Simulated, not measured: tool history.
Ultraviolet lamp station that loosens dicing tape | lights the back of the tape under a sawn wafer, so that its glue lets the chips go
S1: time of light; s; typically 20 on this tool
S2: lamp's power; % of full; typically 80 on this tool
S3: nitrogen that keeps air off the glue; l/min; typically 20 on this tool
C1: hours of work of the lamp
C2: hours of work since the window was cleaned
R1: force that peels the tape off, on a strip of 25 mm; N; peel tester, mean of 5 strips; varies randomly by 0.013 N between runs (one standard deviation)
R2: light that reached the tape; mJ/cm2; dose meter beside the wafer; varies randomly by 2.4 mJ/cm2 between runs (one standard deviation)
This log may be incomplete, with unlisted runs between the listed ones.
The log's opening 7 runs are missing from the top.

Run 8, hour 527.7: usual settings; C1 401; C2 326. Result: R1 0.904 N, R2 204 mJ/cm2.
Run 9, hour 610.2: usual settings; C1 464; C2 389. Result: R1 0.972 N, R2 191 mJ/cm2.
Run 10, hour 667.6: usual settings but S1 32 s; C1 508; C2 433. Result: R1 0.385 N, R2 302 mJ/cm2.
Run 11, hour 754.3: usual settings but S1 32 s; C1 574; C2 499. Result: R1 0.396 N, R2 288 mJ/cm2.
At hour 790.3: window cleaned of glue's vapour.
Run 12, hour 847.9: usual settings but S1 32 s; C1 645; C2 44. Result: R1 0.334 N, R2 329 mJ/cm2.
Run 13, hour 905.5: usual settings; C1 689; C2 88. Result: R1 0.904 N, R2 200 mJ/cm2.
Run 14, hour 952.7: usual settings; C1 724; C2 124. Result: R1 0.942 N, R2 195 mJ/cm2.
Run 15, hour 1056.5: usual settings; C1 803; C2 203. Result: R1 1.082 N, R2 184 mJ/cm2.
Run 16, hour 1158.0: usual settings but S1 37 s, S2 83 % of full, S3 7 l/min; C1 881; C2 280. Result: R1 0.545 N, R2 338 mJ/cm2.
Run 17, hour 1218.6: usual settings but S1 37 s, S2 93 % of full, S3 30 l/min; C1 927; C2 326. Result: R1 0.246 N, R2 376 mJ/cm2.
Run 18, hour 1268.9: usual settings but S1 13 s, S2 77 % of full, S3 26 l/min; C1 965; C2 364. Result: R1 2.628 N, R2 106 mJ/cm2.
Run 19, hour 1353.0: usual settings but S1 12 s, S2 61 % of full, S3 30 l/min; C1 1029; C2 428. Result: R1 3.857 N, R2 78 mJ/cm2.
Run 20, hour 1396.0: usual settings but S1 18 s, S2 69 % of full, S3 10 l/min; C1 1062; C2 461. Result: R1 3.080 N, R2 123 mJ/cm2.
At hour 1480.1: window cleaned of glue's vapour.
Run 21, hour 1489.5: usual settings but S1 18 s, S2 69 % of full, S3 10 l/min; C1 1133; C2 7. Result: R1 2.634 N, R2 135 mJ/cm2.
Run 22, hour 1541.6: usual settings but S1 18 s, S2 69 % of full, S3 10 l/min; C1 1172; C2 47. Result: R1 2.778 N, R2 131 mJ/cm2.
Run 23, hour 1591.4: usual settings but S1 18 s, S2 69 % of full, S3 10 l/min; C1 1210; C2 85. Result: R1 2.828 N, R2 131 mJ/cm2.
Run 24, hour 1648.5: usual settings but S1 18 s, S2 69 % of full, S3 9 l/min; C1 1254; C2 128. Result: R1 3.064 N, R2 126 mJ/cm2.
Run 25, hour 1728.0: usual settings but S1 18 s, S2 69 % of full, S3 9 l/min; C1 1314; C2 189. Result: R1 3.256 N, R2 122 mJ/cm2.
Run 26, hour 1798.4: usual settings but S1 18 s, S2 69 % of full, S3 9 l/min; C1 1368; C2 242. Result: R1 3.429 N, R2 119 mJ/cm2.
Run 27, hour 1848.9: usual settings but S1 21 s, S2 68 % of full; C1 1406; C2 281. Result: R1 2.084 N, R2 128 mJ/cm2.
Run 28, hour 1898.6: usual settings but S2 76 % of full, S3 9 l/min; C1 1444; C2 319. Result: R1 2.718 N, R2 132 mJ/cm2.
Run 29, hour 1977.7: usual settings but S1 15 s, S2 92 % of full, S3 10 l/min; C1 1504; C2 379. Result: R1 3.233 N, R2 118 mJ/cm2.
Run 30, hour 2057.4: usual settings but S1 16 s, S2 67 % of full, S3 34 l/min; C1 1565; C2 440. Result: R1 3.034 N, R2 90 mJ/cm2.

Forecast each of these 4 alternatives for the next run:
At hour 2084.0: lamp changed.
Run A, hour 2127.4: usual settings but S2 65 % of full; C1 33; C2 492. Result: R1 ?, R2 ?.
At hour 2084.0: lamp changed.
Run B, hour 2127.4: usual settings but S1 16 s, S2 62 % of full, S3 34 l/min; C1 33; C2 492. Result: R1 ?, R2 ?.
At hour 2084.0: lamp changed.
Run C, hour 2127.4: usual settings but S1 11 s, S2 82 % of full; C1 33; C2 492. Result: R1 ?, R2 ?.
At hour 2084.0: lamp changed.
Run D, hour 2127.4: usual settings but S1 23 s, S2 79 % of full, S3 15 l/min; C1 33; C2 492. Result: R1 ?, R2 ?.

run     R1   R2
  A  1.303  169
  B  1.688  133
  C  2.411  119
  D  0.703  238
Stripped of hidden state, with their random variation kept, the same runs would have yielded:
run     R1   R2
  A  0.928  199
  B  1.238  156
  C  1.849  140
  D  0.490  280

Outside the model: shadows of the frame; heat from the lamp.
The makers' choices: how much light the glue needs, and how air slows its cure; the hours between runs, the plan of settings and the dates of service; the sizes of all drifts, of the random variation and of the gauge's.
